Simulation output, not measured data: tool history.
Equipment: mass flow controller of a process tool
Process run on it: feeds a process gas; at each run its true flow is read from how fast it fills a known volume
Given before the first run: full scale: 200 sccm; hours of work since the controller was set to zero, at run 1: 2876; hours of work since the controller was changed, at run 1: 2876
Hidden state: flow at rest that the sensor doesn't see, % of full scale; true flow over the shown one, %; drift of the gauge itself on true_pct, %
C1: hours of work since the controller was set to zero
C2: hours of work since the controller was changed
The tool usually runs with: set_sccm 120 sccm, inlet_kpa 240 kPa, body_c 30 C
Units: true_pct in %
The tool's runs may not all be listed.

{"run": 1, "hour": 0.0, "set_sccm": 120, "inlet_kpa": 240, "body_c": 30, "C1": 2876, "C2": 2876, "true_pct": 99.77}
{"run": 2, "hour": 89.2, "set_sccm": 120, "inlet_kpa": 240, "body_c": 30, "C1": 2947, "C2": 2947, "true_pct": 100.03}
{"run": 3, "hour": 158.9, "set_sccm": 120, "inlet_kpa": 240, "body_c": 30, "C1": 3003, "C2": 3003, "true_pct": 99.89}
{"run": 4, "hour": 318.2, "set_sccm": 120, "inlet_kpa": 240, "body_c": 30, "C1": 3129, "C2": 3129, "true_pct": 99.97}
{"run": 5, "hour": 430.0, "set_sccm": 120, "inlet_kpa": 157, "body_c": 30, "C1": 3218, "C2": 3218, "true_pct": 100.16}
{"run": 6, "hour": 580.3, "set_sccm": 176, "inlet_kpa": 240, "body_c": 30, "C1": 3338, "C2": 3338, "true_pct": 100.86}
{"run": 7, "hour": 729.6, "set_sccm": 176, "inlet_kpa": 240, "body_c": 30, "C1": 3456, "C2": 3456, "true_pct": 100.77}
{"run": 8, "hour": 889.5, "set_sccm": 176, "inlet_kpa": 240, "body_c": 30, "C1": 3583, "C2": 3583, "true_pct": 100.96}
{"run": 9, "hour": 955.4, "set_sccm": 120, "inlet_kpa": 228, "body_c": 38, "C1": 3636, "C2": 3636, "true_pct": 100.3}
{"run": 10, "hour": 1095.3, "set_sccm": 25, "inlet_kpa": 177, "body_c": 30, "C1": 3747, "C2": 3747, "true_pct": 97.6}
{"run": 11, "hour": 1247.0, "set_sccm": 25, "inlet_kpa": 177, "body_c": 30, "C1": 3868, "C2": 3868, "true_pct": 97.48}

Selected run-to-run steps in true_pct, each split into two signed amounts: the part the tool would show with no hidden state at all (from settings, incoming material and random variation), and the remainder, which goes to the hidden state together with any gauge scatter not common to the measured and the hidden-state-free results:
Run 9 -> 10: set_sccm 120 -> 25, inlet_kpa 228 -> 177, body_c 38 -> 30. true_pct -2.7 %: hidden state -1.66, all else -1.04.
